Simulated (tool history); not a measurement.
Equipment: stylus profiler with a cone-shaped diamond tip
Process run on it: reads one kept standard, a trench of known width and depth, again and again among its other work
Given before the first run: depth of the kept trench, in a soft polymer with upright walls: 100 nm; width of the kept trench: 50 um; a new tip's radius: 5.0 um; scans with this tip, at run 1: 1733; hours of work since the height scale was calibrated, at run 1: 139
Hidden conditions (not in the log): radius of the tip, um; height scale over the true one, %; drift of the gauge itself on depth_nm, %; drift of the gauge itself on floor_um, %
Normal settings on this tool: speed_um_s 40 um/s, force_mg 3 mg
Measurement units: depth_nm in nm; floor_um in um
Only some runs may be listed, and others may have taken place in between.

run     day  speed_um_s  force_mg  scans with this tip  hours of work since the height scale was calibrated  depth_nm  floor_um
  1       0          40         3                 1733                                                  139    100.62     47.78
  2   1.371          40         3                 1898                                                  152     100.6     47.78
  3   3.588          17         3                 2166                                                  173    100.57     47.88
  4   5.992         116         3                 2456                                                  197    100.63     47.45
  5   7.304         116         3                 2615                                                  209    100.61     47.48
  6   9.112         116         3                 2833                                                  227    100.59     47.46
  7  10.662         116         3                 3020                                                  242    100.53     47.42
  8  12.167         116         3                 3201                                                  256     100.6     47.45
  9  14.512          40         3                 3485                                                  279    100.54     47.71
 10  16.533          40         3                 3729                                                  299    100.59      47.7
 11  18.396          40         3                 3953                                                  317    100.58     47.65
 12  19.854          40         3                 4129                                                  331    100.56     47.63
 13  21.825          40         3                 4367                                                  350    100.54     47.62
 14   23.05          40         3                 4515                                                  362    100.54     47.66
 15  25.167          40         3                 4771                                                  382    100.55     47.61
 16  26.254          40         3                 4902                                                  392    100.58     47.68
 17  28.054          40         3                 5119                                                  410    100.55     47.63
 18  29.208          40         3                 5258                                                  421    100.56     47.61
 19  31.133          40         3                 5491                                                  440    100.54     47.65
 20   32.35          40         3                 5638                                                  451    100.53     47.54
 21  34.746          40         3                 5927                                                  475    100.54     47.53
 22  36.879         147         3                 6184                                                  495    100.52     47.11
 23  38.017         147         3                 6322                                                  506     100.5     47.16
 24  39.683         147         3                 6523                                                  522    100.51     47.11
 25  41.333         142      1.73                 6722                                                  538     100.3     46.96
 26  43.533          20      8.21                 6988                                                  559    101.09     47.66
 27  45.854          57      1.08                 7268                                                  582    100.15      47.3
 28  47.171          57      1.08                 7427                                                  595    100.21     47.34
     47.342  -- height scale calibrated on a step standard
 29  48.238          85       3.2                 7553                                                    9    100.54     47.31
 30  49.933          40      1.33                 7757                                                   25    100.22     47.39
 31  51.188         119      8.44                 7909                                                   37    101.15      47.3
 32  52.329          13      1.97                 8046                                                   48    100.31     47.49
 33  53.375          11      1.01                 8173                                                   58    100.19     47.47
 34  55.375          11      1.01                 8414                                                   78    100.16      47.5
     56.671  -- height scale calibrated on a step standard, once more
 35  57.171          11      1.01                 8628                                                    5    100.22     47.47
 36  58.467          15      4.29                 8785                                                   17    100.76      47.5
 37  60.779          15         3                 9064                                                   40    100.61     47.48
 38   62.65          31      7.29                 9290                                                   58     101.1     47.48
 39   63.85          26         3                 9434                                                   69     100.6     47.42
 40  65.825          55      3.22                 9673                                                   88    100.59     47.29
 41  67.954          55      3.22                 9930                                                  109    100.62     47.31
 42  70.008          31      1.87                10178                                                  129     100.4     47.35
 43  71.621          17       4.8                10372                                                  144    100.81     47.37
 44  73.188         132      1.94                10562                                                  160    100.41     46.82
 45  74.846          56      3.01                10762                                                  176    100.57     47.22

4 ways to go on from here, each from the tool as it stands after run 45. What would each give?
  A  76.225          20      4.05                10928                                                  189         ?         ?
  B  76.225          40      5.28                10928                                                  189         ?         ?
  C  76.225          59      1.94                10928                                                  189         ?         ?
  D  76.225          61      5.23                10928                                                  189         ?         ?

run  depth_nm  floor_um
  A    100.73      47.4
  B     100.9     47.33
  C    100.41     47.11
  D    100.84     47.28
Without the tool's hidden state the same runs would have given:
run  depth_nm  floor_um
  A    100.77     47.96
  B    100.93      47.9
  C    100.45     47.68
  D    100.88     47.84

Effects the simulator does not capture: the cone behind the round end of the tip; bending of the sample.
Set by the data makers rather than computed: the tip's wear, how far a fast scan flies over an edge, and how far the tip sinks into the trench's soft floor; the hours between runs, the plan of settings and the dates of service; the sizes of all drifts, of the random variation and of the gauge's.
